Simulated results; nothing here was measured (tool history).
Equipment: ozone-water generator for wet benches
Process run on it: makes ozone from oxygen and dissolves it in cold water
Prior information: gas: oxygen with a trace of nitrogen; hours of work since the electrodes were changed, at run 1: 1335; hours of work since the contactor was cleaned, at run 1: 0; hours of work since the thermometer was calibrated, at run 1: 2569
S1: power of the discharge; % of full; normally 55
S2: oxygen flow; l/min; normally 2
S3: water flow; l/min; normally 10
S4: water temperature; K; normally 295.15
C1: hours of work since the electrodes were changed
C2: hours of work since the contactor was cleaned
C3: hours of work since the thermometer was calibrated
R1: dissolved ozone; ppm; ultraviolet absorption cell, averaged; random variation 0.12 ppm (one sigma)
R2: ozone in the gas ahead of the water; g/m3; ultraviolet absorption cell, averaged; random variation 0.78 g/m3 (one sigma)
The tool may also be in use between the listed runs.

run	hour	S1	S2	S3	S4	C1	C2	C3	R1	R2
1	0	55	2	10	295.15	1335	0	2569	11.3	120.9
2	209.7	55	2.22	10	295.15	1520	185	2754	11	113.1
3	360	55	2	10	295.15	1653	318	2887	11.3	120.7
4	564.5	55	2	10	295.15	1834	499	3068	11.2	120.5
5	736	55	2	10	295.15	1985	650	3219	11.1	120.7
6	927.4	55	2	10	295.15	2154	819	3388	11.2	120.4
7	1033.4	55	2	12	295.15	2248	913	3482	9.9	119.2
8	1137.6	55	2	12	295.15	2340	1005	3574	9.7	120.6
9	1304.9	88	1.51	12	295.15	2488	1153	3722	14.3	214.3

The next listed run, before its measurement:
10	1494.1	88	2.28	7	295.15	2655	1320	3889	?	?

R1: 20.1 ppm
R2: 161.9 g/m3
With no hidden state in the tool, this same run would have given R1 20.2 ppm, R2 162 g/m3.
